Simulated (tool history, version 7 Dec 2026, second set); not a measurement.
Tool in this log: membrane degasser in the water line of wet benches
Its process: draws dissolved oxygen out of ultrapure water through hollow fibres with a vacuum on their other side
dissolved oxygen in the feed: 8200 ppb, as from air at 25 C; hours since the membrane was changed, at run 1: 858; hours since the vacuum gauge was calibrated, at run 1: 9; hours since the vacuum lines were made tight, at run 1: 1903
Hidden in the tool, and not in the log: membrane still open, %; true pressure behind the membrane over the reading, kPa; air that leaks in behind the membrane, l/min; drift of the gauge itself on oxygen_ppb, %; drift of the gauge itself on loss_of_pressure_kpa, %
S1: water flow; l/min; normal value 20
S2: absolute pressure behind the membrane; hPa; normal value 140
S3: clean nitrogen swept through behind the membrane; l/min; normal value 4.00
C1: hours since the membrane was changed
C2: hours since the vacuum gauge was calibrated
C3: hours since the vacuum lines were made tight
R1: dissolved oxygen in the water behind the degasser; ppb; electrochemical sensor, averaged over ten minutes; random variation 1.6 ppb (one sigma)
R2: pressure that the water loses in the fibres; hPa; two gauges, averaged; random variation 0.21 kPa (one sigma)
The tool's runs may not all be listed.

{"run": 1, "day": 0.0, "S1": 20, "S2": 140, "S3": 4.0, "C1": 858, "C2": 9, "C3": 1903, "R1": 155.9, "R2": 489.2}
{"run": 2, "day": 0.908, "S1": 20, "S2": 332, "S3": 4.0, "C1": 880, "C2": 31, "C3": 1925, "R1": 376.2, "R2": 497.0}
{"run": 3, "day": 1.862, "S1": 20, "S2": 332, "S3": 4.0, "C1": 903, "C2": 54, "C3": 1948, "R1": 374.9, "R2": 493.6}
{"run": 4, "day": 3.708, "S1": 20, "S2": 193, "S3": 4.0, "C1": 947, "C2": 98, "C3": 1992, "R1": 217.2, "R2": 495.0}
{"run": 5, "day": 5.133, "S1": 20, "S2": 168, "S3": 4.0, "C1": 981, "C2": 133, "C3": 2026, "R1": 191.1, "R2": 493.8}
{"run": 6, "day": 6.596, "S1": 20, "S2": 140, "S3": 4.0, "C1": 1016, "C2": 168, "C3": 2061, "R1": 157.9, "R2": 494.9}
{"run": 7, "day": 7.371, "S1": 20, "S2": 140, "S3": 4.0, "C1": 1035, "C2": 186, "C3": 2080, "R1": 156.6, "R2": 498.4}
{"run": 8, "day": 9.083, "S1": 20, "S2": 140, "S3": 4.0, "C1": 1076, "C2": 227, "C3": 2121, "R1": 155.7, "R2": 489.1}
{"run": 9, "day": 10.575, "S1": 26, "S2": 140, "S3": 4.0, "C1": 1112, "C2": 263, "C3": 2157, "R1": 229.9, "R2": 642.0}
{"run": 10, "day": 11.742, "S1": 20, "S2": 140, "S3": 6.78, "C1": 1140, "C2": 291, "C3": 2185, "R1": 103.3, "R2": 490.2}
{"run": 11, "day": 13.242, "S1": 20, "S2": 256, "S3": 6.78, "C1": 1176, "C2": 327, "C3": 2221, "R1": 184.2, "R2": 492.2}
{"run": 12, "day": 14.383, "S1": 20, "S2": 140, "S3": 4.0, "C1": 1203, "C2": 355, "C3": 2248, "R1": 159.0, "R2": 494.2}
{"run": 13, "day": 15.167, "S1": 20, "S2": 153, "S3": 4.0, "C1": 1222, "C2": 373, "C3": 2267, "R1": 168.5, "R2": 495.2}
{"run": 14, "day": 16.946, "S1": 20, "S2": 153, "S3": 4.0, "C1": 1265, "C2": 416, "C3": 2310, "R1": 171.9, "R2": 493.7}
{"run": 15, "day": 18.342, "S1": 20, "S2": 140, "S3": 5.2, "C1": 1298, "C2": 450, "C3": 2343, "R1": 129.7, "R2": 496.3}
{"run": 16, "day": 19.575, "S1": 20, "S2": 140, "S3": 5.2, "C1": 1328, "C2": 479, "C3": 2373, "R1": 128.9, "R2": 498.0}
{"run": 17, "day": 21.038, "S1": 20, "S2": 320, "S3": 5.38, "C1": 1363, "C2": 514, "C3": 2408, "R1": 289.5, "R2": 496.0}
{"run": 18, "day": 22.871, "S1": 21, "S2": 132, "S3": 5.58, "C1": 1407, "C2": 558, "C3": 2452, "R1": 125.1, "R2": 520.8}
{"run": 19, "day": 24.225, "S1": 31, "S2": 86, "S3": 3.42, "C1": 1440, "C2": 591, "C3": 2484, "R1": 215.1, "R2": 762.2}
{"run": 20, "day": 25.583, "S1": 17, "S2": 171, "S3": 1.8, "C1": 1472, "C2": 623, "C3": 2517, "R1": 313.7, "R2": 420.0}
{"day": 25.692, "done": "vacuum gauge calibrated"}
{"run": 21, "day": 27.467, "S1": 13, "S2": 306, "S3": 6.41, "C1": 1517, "C2": 43, "C3": 2562, "R1": 146.1, "R2": 322.3}
{"run": 22, "day": 28.5, "S1": 26, "S2": 306, "S3": 4.99, "C1": 1542, "C2": 67, "C3": 2586, "R1": 394.6, "R2": 649.0}
{"run": 23, "day": 30.162, "S1": 14, "S2": 107, "S3": 1.81, "C1": 1582, "C2": 107, "C3": 2626, "R1": 146.7, "R2": 346.0}

Run 24, settings as shown, results not yet in. Your forecast:
{"run": 24, "day": 31.017, "S1": 14, "S2": 107, "S3": 1.81, "C1": 1602, "C2": 128, "C3": 2647, "R1": "?", "R2": "?"}

Run 24 measured R1 142.5 ppb, R2 347.9 hPa.
Without the tool's hidden state the same run would have given R1 139.2 ppb, R2 344.6 hPa.

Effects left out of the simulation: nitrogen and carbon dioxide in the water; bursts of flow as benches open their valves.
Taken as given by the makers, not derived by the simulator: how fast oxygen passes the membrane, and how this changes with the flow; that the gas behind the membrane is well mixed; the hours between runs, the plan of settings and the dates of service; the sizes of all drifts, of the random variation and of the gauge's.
